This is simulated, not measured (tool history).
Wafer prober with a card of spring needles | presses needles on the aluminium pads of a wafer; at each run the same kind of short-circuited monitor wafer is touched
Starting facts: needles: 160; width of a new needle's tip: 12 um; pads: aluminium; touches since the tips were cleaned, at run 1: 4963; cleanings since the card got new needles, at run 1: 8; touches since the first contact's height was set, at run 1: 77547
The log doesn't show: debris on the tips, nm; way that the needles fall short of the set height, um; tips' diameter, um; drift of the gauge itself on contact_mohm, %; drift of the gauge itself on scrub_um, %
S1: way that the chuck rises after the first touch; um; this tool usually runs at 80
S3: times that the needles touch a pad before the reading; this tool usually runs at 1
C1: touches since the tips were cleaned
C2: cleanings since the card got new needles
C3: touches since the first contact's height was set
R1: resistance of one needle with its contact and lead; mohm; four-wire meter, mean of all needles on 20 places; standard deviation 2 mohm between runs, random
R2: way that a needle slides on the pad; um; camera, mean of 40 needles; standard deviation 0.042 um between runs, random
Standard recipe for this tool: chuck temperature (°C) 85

{"run": 1, "hour": 0.0, "S1": 80, "chuck temperature (°C)": 85, "S3": 1, "C1": 4963, "C2": 8, "C3": 77547, "R1": 228, "R2": 11.07}
{"run": 2, "hour": 12.7, "S1": 80, "chuck temperature (°C)": 85, "S3": 1, "C1": 7854, "C2": 8, "C3": 80438, "R1": 226, "R2": 11.19}
{"hour": 14.8, "done": "tips cleaned on abrasive film"}
{"run": 3, "hour": 23.1, "S1": 80, "chuck temperature (°C)": 85, "S3": 1, "C1": 1898, "C2": 9, "C3": 82785, "R1": 222, "R2": 11.08}
{"run": 4, "hour": 30.1, "S1": 80, "chuck temperature (°C)": 85, "S3": 1, "C1": 3504, "C2": 9, "C3": 84391, "R1": 226, "R2": 11.21}
{"run": 5, "hour": 40.6, "S1": 80, "chuck temperature (°C)": 85, "S3": 1, "C1": 5900, "C2": 9, "C3": 86787, "R1": 227, "R2": 11.12}
{"hour": 51.6, "done": "tips cleaned on abrasive film"}
{"run": 6, "hour": 55.0, "S1": 80, "chuck temperature (°C)": 85, "S3": 1, "C1": 780, "C2": 10, "C3": 90040, "R1": 215, "R2": 11.14}
{"run": 7, "hour": 67.3, "S1": 66, "chuck temperature (°C)": 85, "S3": 1, "C1": 3591, "C2": 10, "C3": 92851, "R1": 230, "R2": 9.2}
{"run": 8, "hour": 78.6, "S1": 80, "chuck temperature (°C)": 80, "S3": 1, "C1": 6166, "C2": 10, "C3": 95426, "R1": 224, "R2": 11.19}
{"run": 9, "hour": 84.7, "S1": 80, "chuck temperature (°C)": 86, "S3": 1, "C1": 7550, "C2": 10, "C3": 96810, "R1": 230, "R2": 11.12}
{"hour": 88.3, "done": "tips cleaned on abrasive film"}
{"run": 10, "hour": 95.5, "S1": 80, "chuck temperature (°C)": 86, "S3": 1, "C1": 1648, "C2": 11, "C3": 99252, "R1": 220, "R2": 11.11}
{"run": 11, "hour": 108.5, "S1": 80, "chuck temperature (°C)": 86, "S3": 1, "C1": 4606, "C2": 11, "C3": 102210, "R1": 229, "R2": 11.14}
{"run": 12, "hour": 118.2, "S1": 80, "chuck temperature (°C)": 86, "S3": 1, "C1": 6820, "C2": 11, "C3": 104424, "R1": 230, "R2": 11.21}
{"hour": 124.7, "done": "tips cleaned on abrasive film"}
{"run": 13, "hour": 132.4, "S1": 80, "chuck temperature (°C)": 86, "S3": 1, "C1": 1757, "C2": 12, "C3": 107637, "R1": 221, "R2": 11.11}
{"run": 14, "hour": 143.1, "S1": 80, "chuck temperature (°C)": 85, "S3": 1, "C1": 4186, "C2": 12, "C3": 110066, "R1": 226, "R2": 11.13}
{"run": 15, "hour": 152.9, "S1": 80, "chuck temperature (°C)": 85, "S3": 1, "C1": 6418, "C2": 12, "C3": 112298, "R1": 227, "R2": 11.12}
{"hour": 161.1, "done": "tips cleaned on abrasive film"}
{"run": 16, "hour": 161.7, "S1": 67, "chuck temperature (°C)": 25, "S3": 1, "C1": 141, "C2": 13, "C3": 114286, "R1": 204, "R2": 9.25}
{"run": 17, "hour": 170.1, "S1": 85, "chuck temperature (°C)": 35, "S3": 1, "C1": 2067, "C2": 13, "C3": 116212, "R1": 206, "R2": 11.78}
{"run": 18, "hour": 177.5, "S1": 60, "chuck temperature (°C)": 91, "S3": 1, "C1": 3744, "C2": 13, "C3": 117889, "R1": 236, "R2": 8.34}
{"run": 19, "hour": 186.3, "S1": 77, "chuck temperature (°C)": 26, "S3": 3, "C1": 5759, "C2": 13, "C3": 119904, "R1": 206, "R2": 10.69}
{"run": 20, "hour": 194.4, "S1": 77, "chuck temperature (°C)": 26, "S3": 3, "C1": 7610, "C2": 13, "C3": 121755, "R1": 207, "R2": 10.7}
{"hour": 197.9, "done": "tips cleaned on abrasive film"}
{"run": 21, "hour": 202.8, "S1": 77, "chuck temperature (°C)": 26, "S3": 3, "C1": 1127, "C2": 14, "C3": 123644, "R1": 201, "R2": 10.69}
{"run": 22, "hour": 216.5, "S1": 63, "chuck temperature (°C)": 60, "S3": 2, "C1": 4240, "C2": 14, "C3": 126757, "R1": 218, "R2": 8.7}
{"run": 23, "hour": 230.1, "S1": 80, "chuck temperature (°C)": 85, "S3": 2, "C1": 7338, "C2": 14, "C3": 129855, "R1": 219, "R2": 11.13}
{"hour": 234.6, "done": "tips cleaned on abrasive film"}
{"run": 24, "hour": 244.2, "S1": 88, "chuck temperature (°C)": 50, "S3": 3, "C1": 2175, "C2": 15, "C3": 133045, "R1": 207, "R2": 12.26}
{"run": 25, "hour": 257.6, "S1": 89, "chuck temperature (°C)": 30, "S3": 2, "C1": 5245, "C2": 15, "C3": 136115, "R1": 206, "R2": 12.27}
{"hour": 271.1, "done": "tips cleaned on abrasive film"}
{"run": 26, "hour": 271.5, "S1": 78, "chuck temperature (°C)": 104, "S3": 2, "C1": 85, "C2": 16, "C3": 139252, "R1": 214, "R2": 10.8}
{"run": 27, "hour": 284.9, "S1": 80, "chuck temperature (°C)": 85, "S3": 2, "C1": 3128, "C2": 16, "C3": 142295, "R1": 219, "R2": 11.04}

Hidden state at the last listed run before each entry between runs and at the first one after, where it differs:
After run 2, before run 3: tips cleaned on abrasive film (hour 14.8)
  debris on the tips, nm: 67.3 -> 25.3; way that the needles fall short of the set height, um: 0.82 -> 0.9; tips' diameter, um: 12.29 -> 12.31
  difference, measured minus the result without the unlogged condition, R1: +19 -> +7 mohm; R2: -0.11 -> -0.12 um
After run 5, before run 6: tips cleaned on abrasive film (hour 51.6)
  debris on the tips, nm: 55.7 -> 16.1; way that the needles fall short of the set height, um: 0.9 -> 0.97; tips' diameter, um: 12.31 -> 12.34
  difference, measured minus the result without the unlogged condition, R1: +15 -> +5 mohm; R2: -0.13 -> -0.14 um
After run 9, before run 10: tips cleaned on abrasive film (hour 88.3)
  debris on the tips, nm: 62.9 -> 26.1; way that the needles fall short of the set height, um: 0.97 -> 1.06; tips' diameter, um: 12.34 -> 12.37
  difference, measured minus the result without the unlogged condition, R1: +18 -> +7 mohm; R2: -0.14 -> -0.15 um
After run 12, before run 13: tips cleaned on abrasive film (hour 124.7)
  debris on the tips, nm: 60.1 -> 27.9; way that the needles fall short of the set height, um: 1.06 -> 1.15; tips' diameter, um: 12.37 -> 12.4
  difference, measured minus the result without the unlogged condition, R1: +17 -> +7 mohm; R2: -0.15 -> -0.16 um
After run 15, before run 16: tips cleaned on abrasive film (hour 161.1)
  debris on the tips, nm: 59.7 -> 9.5; way that the needles fall short of the set height, um: 1.15 -> 1.23; tips' diameter, um: 12.4 -> 12.43
  difference, measured minus the result without the unlogged condition, R1: +17 -> +4 mohm; R2: -0.16 -> -0.17 um
After run 20, before run 21: tips cleaned on abrasive film (hour 197.9)
  debris on the tips, nm: 63 -> 21.9; way that the needles fall short of the set height, um: 1.23 -> 1.31; tips' diameter, um: 12.43 -> 12.46
  difference, measured minus the result without the unlogged condition, R1: +8 -> +3 mohm; R2: -0.18 -> -0.19 um
After run 23, before run 24: tips cleaned on abrasive film (hour 234.6)
  debris on the tips, nm: 62.7 -> 32.4; way that the needles fall short of the set height, um: 1.31 -> 1.41; tips' diameter, um: 12.46 -> 12.49
  difference, measured minus the result without the unlogged condition, R1: +10 -> +3 mohm; R2: -0.18 -> -0.2 um
After run 25, before run 26: tips cleaned on abrasive film (hour 271.1)
  debris on the tips, nm: 53.5 -> 8.5; way that the needles fall short of the set height, um: 1.41 -> 1.49; tips' diameter, um: 12.49 -> 12.52
  difference, measured minus the result without the unlogged condition, R1: +8 -> +1 mohm; R2: -0.2 -> -0.21 um

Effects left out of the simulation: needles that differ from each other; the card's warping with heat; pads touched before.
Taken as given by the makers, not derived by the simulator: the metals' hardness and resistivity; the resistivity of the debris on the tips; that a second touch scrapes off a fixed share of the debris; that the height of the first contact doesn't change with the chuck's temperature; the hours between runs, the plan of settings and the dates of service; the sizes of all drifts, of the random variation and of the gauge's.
